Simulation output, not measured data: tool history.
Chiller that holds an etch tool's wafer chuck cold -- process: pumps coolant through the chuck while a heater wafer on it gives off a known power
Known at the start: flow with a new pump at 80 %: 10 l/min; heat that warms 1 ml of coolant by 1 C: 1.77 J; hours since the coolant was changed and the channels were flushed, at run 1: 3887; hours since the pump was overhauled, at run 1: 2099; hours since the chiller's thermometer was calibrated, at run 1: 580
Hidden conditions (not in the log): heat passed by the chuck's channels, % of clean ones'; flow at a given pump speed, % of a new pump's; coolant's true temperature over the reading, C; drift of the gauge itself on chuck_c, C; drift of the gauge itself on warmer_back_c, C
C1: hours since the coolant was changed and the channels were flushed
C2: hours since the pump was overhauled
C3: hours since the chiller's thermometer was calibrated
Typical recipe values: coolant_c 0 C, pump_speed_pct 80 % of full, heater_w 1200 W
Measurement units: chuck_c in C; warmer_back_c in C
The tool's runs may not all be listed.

Run 1, hour 0: usual settings; C1 3887; C2 2099; C3 580. Result: chuck_c 12.1 C, warmer_back_c 4.11 C.
Run 2, hour 116.9: usual settings but heater_w 1612 W; C1 4004; C2 2216; C3 697. Result: chuck_c 16.3 C, warmer_back_c 5.54 C.
Run 3, hour 232.4: usual settings; C1 4120; C2 2332; C3 812. Result: chuck_c 12 C, warmer_back_c 4.09 C.
Run 4, hour 416.7: usual settings but pump_speed_pct 63 % of full; C1 4304; C2 2516; C3 997. Result: chuck_c 15.2 C, warmer_back_c 5.33 C.
Run 5, hour 527.7: usual settings but pump_speed_pct 63 % of full; C1 4415; C2 2627; C3 1108. Result: chuck_c 15 C, warmer_back_c 5.38 C.
Run 6, hour 730.2: usual settings but pump_speed_pct 63 % of full; C1 4617; C2 2830; C3 1310. Result: chuck_c 15.2 C, warmer_back_c 5.35 C.
Run 7, hour 832: usual settings but heater_w 1203 W; C1 4719; C2 2931; C3 1412. Result: chuck_c 12.3 C, warmer_back_c 4.15 C.
Run 8, hour 1023.9: usual settings; C1 4911; C2 3123; C3 1604. Result: chuck_c 12 C, warmer_back_c 4.19 C.
Run 9, hour 1228.2: usual settings but coolant_c 5 C; C1 5115; C2 3328; C3 1808. Result: chuck_c 16.9 C, warmer_back_c 4.19 C.
Run 10, hour 1327.6: usual settings but coolant_c 5 C; C1 5215; C2 3427; C3 1908. Result: chuck_c 17 C, warmer_back_c 4.19 C.
Run 11, hour 1542.9: usual settings but coolant_c 5 C; C1 5430; C2 3642; C3 2123. Result: chuck_c 17.1 C, warmer_back_c 4.29 C.
Run 12, hour 1646.1: usual settings but pump_speed_pct 98 % of full; C1 5533; C2 3745; C3 2226. Result: chuck_c 10 C, warmer_back_c 3.47 C.
Run 13, hour 1822: usual settings but heater_w 659 W; C1 5709; C2 3921; C3 2402. Result: chuck_c 6.5 C, warmer_back_c 2.42 C.
Run 14, hour 1943.4: usual settings; C1 5831; C2 4043; C3 2523. Result: chuck_c 12.2 C, warmer_back_c 4.27 C.
Run 15, hour 2078.2: usual settings but heater_w 717 W; C1 5965; C2 4178; C3 2658. Result: chuck_c 7.3 C, warmer_back_c 2.66 C.

Expected results for the next run?
Run 16, hour 2193.2: usual settings but heater_w 870 W; C1 6080; C2 4293; C3 2773. Result: chuck_c ?, warmer_back_c ?.

chuck_c: 8.7 C
warmer_back_c: 3.19 C
With the hidden condition absent and the run-to-run variation left alone, this run would have shown chuck_c 8.7 C, warmer_back_c 2.95 C.
